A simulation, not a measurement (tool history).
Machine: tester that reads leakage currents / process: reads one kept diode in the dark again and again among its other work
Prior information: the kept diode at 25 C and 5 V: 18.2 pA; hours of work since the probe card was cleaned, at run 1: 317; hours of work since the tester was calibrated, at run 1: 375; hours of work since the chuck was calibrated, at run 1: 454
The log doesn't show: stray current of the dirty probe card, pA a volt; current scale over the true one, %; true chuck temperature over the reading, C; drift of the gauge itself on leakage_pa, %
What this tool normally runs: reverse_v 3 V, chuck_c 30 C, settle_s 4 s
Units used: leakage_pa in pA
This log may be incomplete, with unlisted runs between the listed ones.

run    hour  reverse_v  chuck_c  settle_s  hours of work since the probe card was cleaned  hours of work since the tester was calibrated  hours of work since the chuck was calibrated  leakage_pa
  1       0          3       30         4                                             317                                            375                                           454       22.35
  2    41.9          3       30         4                                             350                                            408                                           487       22.49
  3    77.9          3       30         4                                             378                                            436                                           516       22.73
  4   148.6          3       30         4                                             434                                            492                                           571       22.75
  5   215.3          3       30         4                                             487                                            545                                           624       23.12
  6   271.1          3       30         4                                             531                                            589                                           668        23.5
  7   317.9          3       30         4                                             568                                            626                                           705       23.72
  8   356.5          3       30         4                                             598                                            656                                           735       23.71
  9   427.9          3       30         4                                             654                                            712                                           792       24.17
 10   463.7        1.7       30         4                                             683                                            741                                           820       16.97
 11   514.2        1.7       42         4                                             723                                            780                                           860       36.53
 12   582.3        1.7       42         4                                             776                                            834                                           913       36.58
 13   614.6          3       30         4                                             802                                            860                                           939       24.99
 14   672.3          3       30         4                                             847                                            905                                           984        25.2
 15   715.4          3       30         4                                             881                                            939                                          1018       25.24
 16   774.3          3       30         4                                             928                                            986                                          1065       25.65
 17   815.8          3       30      2.97                                             960                                           1018                                          1097       25.99
      822.7  -- tester calibrated
 18   858.6          3       30      2.97                                             993                                             28                                          1130       26.21
 19   901.3          3       30         4                                            1026                                             62                                          1163       26.38
 20   941.1          3       30         4                                            1058                                             93                                          1195       26.48
 21   973.2          3       30         4                                            1083                                            119                                          1220       26.46
 22  1013.3          3       45         4                                            1115                                            150                                          1252       63.65
     1037.4  -- tester calibrated, once more
 23  1085.4          3       29      4.56                                            1170                                             38                                          1307       25.46
     1093.3  -- chuck's temperature calibrated
 24  1133.2          3       30      9.89                                            1206                                             74                                            31        27.4
 25  1183.8       2.99       51      7.43                                            1246                                            114                                            71        93.7
 26  1236.4       7.98       43      1.65                                            1287                                            155                                           113      109.48
 27  1308.3      17.94       30      0.93                                            1344                                            212                                           170       110.1
     1366.6  -- probe card cleaned and baked
 28  1380.5          3       27         4                                              11                                            267                                           224       16.31
 29  1444.7          3       27         4                                              62                                            317                                           275       16.55
 30  1476.9          3       27         4                                              87                                            343                                           300       16.65
 31  1506.8       1.98       27         4                                             111                                            366                                           324       13.26
 32    1567       1.17       34       1.1                                             158                                            414                                           371       16.38
 33  1623.6      15.12       47      1.51                                             203                                            458                                           416      170.79
 34  1688.1      15.12       47      1.51                                             253                                            509                                           467      172.82
 35  1720.8      15.12       47      1.51                                             279                                            535                                           492      173.47
 36  1752.7      15.12       47      1.51                                             304                                            560                                           518       174.4
 37  1805.8       5.69       50      0.67                                             346                                            602                                           559       121.1
 38    1846       6.52       59         4                                             378                                            634                                           591      224.24
 39  1905.8          3       28      1.33                                             425                                            681                                           638       20.39

What if the next run were any one of these 3? Each begins from the tool's condition after run 39:
  A  1976.7      11.01       54      5.27                                             481                                            737                                           694           ?
  B  1976.7          3       33      1.33                                             481                                            737                                           694           ?
  C  1976.7          3       45         4                                             481                                            737                                           694           ?

run  leakage_pa
  A      224.18
  B       28.45
  C       60.08
With the hidden condition removed and each run's random variation left untouched, the same runs would have given:
run  leakage_pa
  A      215.49
  B       25.87
  C       57.76

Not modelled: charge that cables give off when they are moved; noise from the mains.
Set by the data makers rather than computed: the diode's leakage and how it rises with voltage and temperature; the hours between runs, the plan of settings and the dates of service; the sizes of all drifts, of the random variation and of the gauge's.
